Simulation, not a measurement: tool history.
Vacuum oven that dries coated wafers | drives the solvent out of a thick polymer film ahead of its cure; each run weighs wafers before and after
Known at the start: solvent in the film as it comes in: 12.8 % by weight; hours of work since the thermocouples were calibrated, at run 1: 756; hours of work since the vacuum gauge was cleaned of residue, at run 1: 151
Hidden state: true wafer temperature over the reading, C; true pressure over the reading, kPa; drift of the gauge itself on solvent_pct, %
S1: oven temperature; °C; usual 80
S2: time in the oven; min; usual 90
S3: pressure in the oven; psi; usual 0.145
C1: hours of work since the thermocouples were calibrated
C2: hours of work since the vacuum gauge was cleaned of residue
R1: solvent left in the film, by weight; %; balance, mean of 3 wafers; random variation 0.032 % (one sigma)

run    hour  S1   S2     S3    C1    C2    R1
  1     0.0  80   90  0.145   756   151  1.22
  2    50.6  80   90  0.145   795   190  1.18
  3   112.2  80   90  0.145   842   237  1.16
  4   167.3  80   90  0.117   884   279  1.15
  5   233.1  80   90  0.117   934   329  1.16
  6   267.5  80   90  0.117   960   355  1.19
  7   324.3  80   90  0.112  1003   398  1.24
  8   390.9  80   90  0.112  1054   449  1.23
  9   437.2  80   90  0.112  1089   484  1.19
 10   497.5  80   90  0.112  1135   530  1.20
 11   550.7  80   90  0.145  1176   571  1.26
 12   619.4  80   90  0.278  1228   623  1.54
 13   656.0  80   55  0.278  1256   651  2.93
 14   691.9  80   90  0.145  1284   678  1.34
 15   750.1  80   90  0.145  1328   723  1.33
      757.7  -- oven's thermocouples calibrated
 16   797.1  80   90  0.145    30   757  1.23
 17   855.6  80   90  0.145    75   802  1.23
 18   907.6  80   90  0.145   114   841  1.31
 19   936.8  93   90  0.145   136   864  0.35
 20   999.3  93   90  0.145   184   911  0.37
 21  1061.0  80   90  0.360   231   958  1.70
 22  1113.5  80   90  0.145   271   998  1.27
 23  1178.2  80   90  0.145   320  1047  1.36
 24  1232.3  80   90  0.120   362  1089  1.27
 25  1260.8  92  112  0.334   383  1110  0.57
 26  1305.0  94   90  0.197   417  1144  0.40
 27  1346.2  94  158  0.197   448  1176  0.28
 28  1405.8  80   87  0.145   494  1221  1.39
 29  1472.8  69  140  0.419   545  1272  2.59
 30  1531.3  69  140  0.419   590  1317  2.58
 31  1586.3  80  122  0.099   632  1359  0.68
 32  1631.0  80   88  0.145   666  1393  1.43
 33  1665.9  82   80  0.509   692  1419  2.10
 34  1704.7  72   85  0.097   722  1449  2.60
 35  1746.0  72   85  0.255   753  1480  3.04
 36  1809.8  93  116  0.563   802  1529  0.85
 37  1864.8  73  107  0.154   844  1571  1.93
 38  1894.7  68  107  0.289   867  1594  3.16
     1911.5  -- vacuum gauge cleaned of residue and calibrated
 39  1963.2  70  114  0.390   918    39  2.89
 40  1997.3  70  114  0.579   944    65  3.34
 41  2049.2  73   45  0.116   983   105  4.77
 42  2104.7  73   47  0.116  1025   147  4.56
 43  2146.1  80   57  0.477  1057   179  3.26
 44  2183.9  82   57  0.219  1086   208  2.44
 45  2229.3  82   57  0.219  1120   242  2.37
 46  2259.4  80   90  0.099  1143   265  1.25
 47  2314.8  80   90  0.099  1186   307  1.20
 48  2378.7  80   64  0.439  1234   356  2.81

The same runs without the tool's hidden state, with the same run-to-run variation:
run    R1
  1  1.22
  2  1.18
  3  1.15
  4  1.14
  5  1.13
  6  1.17
  7  1.21
  8  1.19
  9  1.14
 10  1.15
 11  1.20
 12  1.47
 13  2.85
 14  1.26
 15  1.25
 16  1.19
 17  1.18
 18  1.25
 19  0.31
 20  0.33
 21  1.63
 22  1.19
 23  1.27
 24  1.17
 25  0.51
 26  0.35
 27  0.23
 28  1.27
 29  2.41
 30  2.38
 31  0.55
 32  1.29
 33  1.96
 34  2.40
 35  2.84
 36  0.77
 37  1.71
 38  2.89
 39  2.79
 40  3.22
 41  4.65
 42  4.43
 43  3.12
 44  2.32
 45  2.25
 46  1.14
 47  1.09
 48  2.65
